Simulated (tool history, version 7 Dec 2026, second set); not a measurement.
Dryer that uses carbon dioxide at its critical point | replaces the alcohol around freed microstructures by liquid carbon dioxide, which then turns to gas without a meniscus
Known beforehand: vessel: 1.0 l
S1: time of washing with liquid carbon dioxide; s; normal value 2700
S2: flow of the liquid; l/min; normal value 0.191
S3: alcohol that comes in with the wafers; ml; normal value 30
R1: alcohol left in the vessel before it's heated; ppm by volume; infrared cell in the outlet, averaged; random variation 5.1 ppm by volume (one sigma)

{"run": 1, "hour": 0.0, "S1": 2700, "S2": 0.191, "S3": 30, "R1": 74}
{"run": 2, "hour": 30.1, "S1": 2700, "S2": 0.191, "S3": 30, "R1": 96}
{"run": 3, "hour": 63.9, "S1": 2700, "S2": 0.191, "S3": 30, "R1": 105}
{"run": 4, "hour": 87.6, "S1": 2700, "S2": 0.151, "S3": 30, "R1": 307}
{"run": 5, "hour": 107.3, "S1": 2700, "S2": 0.151, "S3": 30, "R1": 302}
{"hour": 138.4, "done": "inlet filter changed"}
{"run": 6, "hour": 150.3, "S1": 2700, "S2": 0.215, "S3": 30, "R1": 44}
{"run": 7, "hour": 189.7, "S1": 1860, "S2": 0.191, "S3": 30, "R1": 377}
{"run": 8, "hour": 222.4, "S1": 1860, "S2": 0.191, "S3": 30, "R1": 384}
{"run": 9, "hour": 260.2, "S1": 2400, "S2": 0.193, "S3": 21, "R1": 106}
{"run": 10, "hour": 283.8, "S1": 2580, "S2": 0.257, "S3": 30, "R1": 53}
{"run": 11, "hour": 308.1, "S1": 2220, "S2": 0.13, "S3": 55, "R1": 1492}
{"run": 12, "hour": 337.8, "S1": 2700, "S2": 0.162, "S3": 47, "R1": 260}
{"run": 13, "hour": 362.5, "S1": 2760, "S2": 0.2, "S3": 23, "R1": 59}
{"run": 14, "hour": 384.7, "S1": 2700, "S2": 0.195, "S3": 99, "R1": 212}
{"run": 15, "hour": 421.3, "S1": 2700, "S2": 0.195, "S3": 99, "R1": 210}

Predict each of these 3 candidate next runs independently; none follows another, all start after run 15:
{"run": "A", "hour": 464.1, "S1": 2520, "S2": 0.195, "S3": 99, "R1": "?"}
{"run": "B", "hour": 464.1, "S1": 2460, "S2": 0.195, "S3": 99, "R1": "?"}
{"run": "C", "hour": 464.1, "S1": 2700, "S2": 0.156, "S3": 99, "R1": "?"}

run=A R1=328
run=B R1=344
run=C R1=617
Without the tool's unlogged condition, the same runs would have read:
run=A R1=219
run=B R1=230
run=C R1=459
